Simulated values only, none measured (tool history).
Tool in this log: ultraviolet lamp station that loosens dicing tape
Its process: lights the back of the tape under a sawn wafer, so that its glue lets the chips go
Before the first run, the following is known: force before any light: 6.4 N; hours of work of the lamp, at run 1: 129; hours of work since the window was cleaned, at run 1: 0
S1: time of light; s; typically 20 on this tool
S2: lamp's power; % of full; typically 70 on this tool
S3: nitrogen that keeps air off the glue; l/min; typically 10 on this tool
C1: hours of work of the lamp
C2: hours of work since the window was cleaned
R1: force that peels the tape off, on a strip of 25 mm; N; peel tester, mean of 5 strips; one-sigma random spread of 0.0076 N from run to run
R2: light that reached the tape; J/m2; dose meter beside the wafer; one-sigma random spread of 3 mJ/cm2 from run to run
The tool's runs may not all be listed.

run	day	S1	S2	S3	C1	C2	R1	R2
1	0	20	70	10	129	0	0.305	4400
2	3.496	20	70	10	179	49	0.353	4180
3	6.821	20	98	10	225	96	0.164	5820
4	9.388	20	98	10	262	132	0.181	5610
5	12.438	14	70	10	305	175	0.929	2690
6	15.038	26	88	10	341	212	0.147	6100
7	16.683	19	94	7	365	235	0.342	4630
8	19.8	18	70	15	409	279	0.526	3170
9	21.362	11	96	11	431	301	0.906	2640
# day 22.521: window cleaned of glue's vapour
10	23.617	11	96	11	462	15	0.668	2990

Each row is a separate what-if for the run after 10, all from the same tool condition, not one after another. Results?
A	27.442	25	65	4	516	69	?	?
B	27.442	34	63	13	516	69	?	?
C	27.442	25	73	7	516	69	?	?
D	27.442	13	69	10	516	69	?	?
E	27.442	20	96	11	516	69	?	?

run	R1	R2
A	0.588	4480
B	0.138	5970
C	0.29	5050
D	1.06	2470
E	0.194	5250
What these runs would have given with no unlogged condition in the tool:
run	R1	R2
A	0.411	5280
B	0.109	7020
C	0.199	5940
D	0.787	2900
E	0.142	6180
